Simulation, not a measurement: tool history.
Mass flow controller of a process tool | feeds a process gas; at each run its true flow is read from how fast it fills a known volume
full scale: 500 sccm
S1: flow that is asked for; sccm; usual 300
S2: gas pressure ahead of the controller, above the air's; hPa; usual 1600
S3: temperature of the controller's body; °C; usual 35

run 1 day=0 | S1=300 S2=1600 S3=35 | true_flow_(%)=99.67
run 2 day=19.262 | S1=300 S2=1600 S3=35 | true_flow_(%)=99.71
run 3 day=31.992 | S1=300 S2=1630 S3=35 | true_flow_(%)=99.58
run 4 day=49.321 | S1=300 S2=1630 S3=35 | true_flow_(%)=99.63
run 5 day=71.329 | S1=300 S2=1710 S3=35 | true_flow_(%)=99.76
run 6 day=88.817 | S1=300 S2=1600 S3=35 | true_flow_(%)=99.75
run 7 day=109.992 | S1=300 S2=2100 S3=35 | true_flow_(%)=99.62
run 8 day=131.558 | S1=300 S2=1630 S3=35 | true_flow_(%)=99.66
run 9 day=142.462 | S1=300 S2=1630 S3=35 | true_flow_(%)=99.71
run 10 day=154.667 | S1=305 S2=1600 S3=35 | true_flow_(%)=99.86
run 11 day=165.738 | S1=305 S2=1600 S3=35 | true_flow_(%)=99.65
run 12 day=180.046 | S1=305 S2=1600 S3=35 | true_flow_(%)=99.79
run 13 day=193.279 | S1=92 S2=1600 S3=35 | true_flow_(%)=97.92
run 14 day=206.796 | S1=92 S2=1600 S3=35 | true_flow_(%)=97.72
run 15 day=216.538 | S1=92 S2=1600 S3=35 | true_flow_(%)=97.73
run 16 day=238.933 | S1=92 S2=1600 S3=35 | true_flow_(%)=97.64
run 17 day=257.575 | S1=92 S2=2200 S3=35 | true_flow_(%)=97.57
run 18 day=268.008 | S1=226 S2=1920 S3=24 | true_flow_(%)=98.4
run 19 day=288.225 | S1=125 S2=1490 S3=33 | true_flow_(%)=98.13
run 20 day=308.542 | S1=130 S2=1600 S3=36 | true_flow_(%)=98.27
run 21 day=322.879 | S1=120 S2=1600 S3=33 | true_flow_(%)=98.01
run 22 day=341.646 | S1=68 S2=1600 S3=31 | true_flow_(%)=96.45
run 23 day=362.875 | S1=207 S2=1420 S3=37 | true_flow_(%)=99.18
run 24 day=375.833 | S1=71 S2=2600 S3=37 | true_flow_(%)=96.48
run 25 day=393.746 | S1=300 S2=1600 S3=28 | true_flow_(%)=99.4
run 26 day=414.904 | S1=300 S2=2640 S3=36 | true_flow_(%)=99.63
run 27 day=433.508 | S1=201 S2=1800 S3=34 | true_flow_(%)=98.82
run 28 day=456.254 | S1=201 S2=1800 S3=34 | true_flow_(%)=99.05
run 29 day=475.596 | S1=271 S2=1800 S3=34 | true_flow_(%)=99.5
run 30 day=494.646 | S1=271 S2=1800 S3=34 | true_flow_(%)=99.53
run 31 day=507.129 | S1=81 S2=1600 S3=29 | true_flow_(%)=96.34
run 32 day=527.771 | S1=298 S2=1850 S3=29 | true_flow_(%)=99.44
run 33 day=546.329 | S1=229 S2=1600 S3=28 | true_flow_(%)=98.85

5 ways to go on from here, each from the tool as it stands after run 33. What would each give?
run A day=564.125 | S1=229 S2=1440 S3=28 | true_flow_(%)=?
run B day=564.125 | S1=102 S2=1660 S3=34 | true_flow_(%)=?
run C day=564.125 | S1=55 S2=1600 S3=35 | true_flow_(%)=?
run D day=564.125 | S1=93 S2=1600 S3=21 | true_flow_(%)=?
run E day=564.125 | S1=106 S2=1720 S3=21 | true_flow_(%)=?

run=A true_flow_(%)=98.94
run=B true_flow_(%)=97.32
run=C true_flow_(%)=94.92
run=D true_flow_(%)=96.17
run=E true_flow_(%)=96.54
Without the tool's hidden state the same runs would have given:
run=A true_flow_(%)=99
run=B true_flow_(%)=98.75
run=C true_flow_(%)=98.45
run=D true_flow_(%)=97.84
run=E true_flow_(%)=97.88
